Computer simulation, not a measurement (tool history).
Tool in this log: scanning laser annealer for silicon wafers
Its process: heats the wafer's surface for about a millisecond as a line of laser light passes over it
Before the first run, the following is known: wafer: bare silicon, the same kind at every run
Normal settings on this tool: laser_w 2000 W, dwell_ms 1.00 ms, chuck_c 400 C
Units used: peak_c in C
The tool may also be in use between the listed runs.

{"run": 1, "day": 0.0, "laser_w": 2000, "dwell_ms": 1.0, "chuck_c": 400, "peak_c": 1103}
{"run": 2, "day": 2.192, "laser_w": 2000, "dwell_ms": 1.0, "chuck_c": 397, "peak_c": 1101}
{"run": 3, "day": 3.746, "laser_w": 2000, "dwell_ms": 1.0, "chuck_c": 397, "peak_c": 1096}
{"run": 4, "day": 4.946, "laser_w": 1964, "dwell_ms": 1.0, "chuck_c": 397, "peak_c": 1080}
{"run": 5, "day": 6.5, "laser_w": 1740, "dwell_ms": 1.0, "chuck_c": 400, "peak_c": 1001}
{"run": 6, "day": 8.804, "laser_w": 2000, "dwell_ms": 1.0, "chuck_c": 391, "peak_c": 1111}
{"run": 7, "day": 11.017, "laser_w": 2000, "dwell_ms": 1.0, "chuck_c": 363, "peak_c": 1081}
{"run": 8, "day": 12.304, "laser_w": 2115, "dwell_ms": 1.0, "chuck_c": 363, "peak_c": 1119}
{"run": 9, "day": 14.625, "laser_w": 2115, "dwell_ms": 1.0, "chuck_c": 402, "peak_c": 1155}
{"run": 10, "day": 16.879, "laser_w": 1920, "dwell_ms": 1.0, "chuck_c": 420, "peak_c": 1108}
{"run": 11, "day": 18.8, "laser_w": 1860, "dwell_ms": 0.85, "chuck_c": 420, "peak_c": 1041}
{"run": 12, "day": 20.017, "laser_w": 1860, "dwell_ms": 0.85, "chuck_c": 420, "peak_c": 1034}
{"run": 13, "day": 21.304, "laser_w": 2000, "dwell_ms": 0.89, "chuck_c": 438, "peak_c": 1110}
{"run": 14, "day": 22.271, "laser_w": 2148, "dwell_ms": 0.89, "chuck_c": 381, "peak_c": 1103}

Put back what was entered between runs (2 entries, withheld): which listed runs does each sit between, and how does the hidden state differ from the listed run before to the listed run after?
After run 5, before run 6: window over the wafer cleaned (day 6.858)
  light that passes the window, % of a clean one's: 95.43 -> 99.4; width of the line over the set one, %: 2.11 -> 2.17
  measured less the result without the state, peak_c: -35 -> -11 C
After run 9, before run 10: optics aligned, line set to its width (day 15.538)
  light that passes the window, % of a clean one's: 98.03 -> 97.61; laser's true power over the reading, %: 0.21 -> 0.22; width of the line over the set one, %: 2.32 -> 0.12
  measured less the result without the state, peak_c: -23 -> -16 C

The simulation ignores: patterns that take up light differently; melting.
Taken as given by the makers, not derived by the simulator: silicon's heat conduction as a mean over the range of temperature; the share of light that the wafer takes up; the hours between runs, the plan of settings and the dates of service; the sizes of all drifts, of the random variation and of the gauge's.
